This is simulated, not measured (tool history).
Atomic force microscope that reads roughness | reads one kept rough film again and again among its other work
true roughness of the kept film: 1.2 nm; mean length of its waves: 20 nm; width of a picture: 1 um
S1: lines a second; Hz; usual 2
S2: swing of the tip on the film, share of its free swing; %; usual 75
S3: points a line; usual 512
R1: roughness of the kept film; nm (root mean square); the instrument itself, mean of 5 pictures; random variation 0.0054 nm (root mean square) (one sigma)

run   hour    S1  S2   S3     R1
  1      0     2  75  512   0.89
  2   25.9     2  75  512  0.866
  3   51.6     2  75  512  0.855
  4   79.7     2  75  512  0.826
  5  102.6     2  75  512  0.818
  6    137     2  73  512    0.8
  7  179.3     2  73  512  0.776
  8  213.5     2  73  512  0.759
  9  237.5     2  73  512  0.741
 10  259.2     2  63  512  0.964
 11  284.6     2  58  815  0.968
 12    311     2  58  815   0.94
 13  338.8     2  58  815  0.921
 14  361.2     2  58  815    0.9
 15  401.5  2.96  65  798  0.808
 16  444.3  2.96  65  798  0.781
 17  464.7  0.68  57  744  0.864

Not shown: 3 entries that the log had between the listed runs. Between which runs, and how does the tool's hidden state differ before and after?
Between runs 7 and 8: height scale calibrated on a step standard (hour 183.3)
  radius of the tip, nm: 28.6 -> 31.6; height scale over the true one, %: 0.17 -> 0.24
  measured less the result without the state, R1: -0.151 -> -0.171 nm (root mean square)
Between runs 9 and 10: new tip fitted (hour 245.6)
  radius of the tip, nm: 33.6 -> 12.4; height scale over the true one, %: 0.25 -> 0.27
  measured less the result without the state, R1: -0.184 -> -0.022 nm (root mean square)
Between runs 11 and 12: height scale calibrated on a step standard, once more (hour 301)
  radius of the tip, nm: 14.7 -> 16.9; height scale over the true one, %: 0.29 -> 0.13
  measured less the result without the state, R1: -0.045 -> -0.068 nm (root mean square)
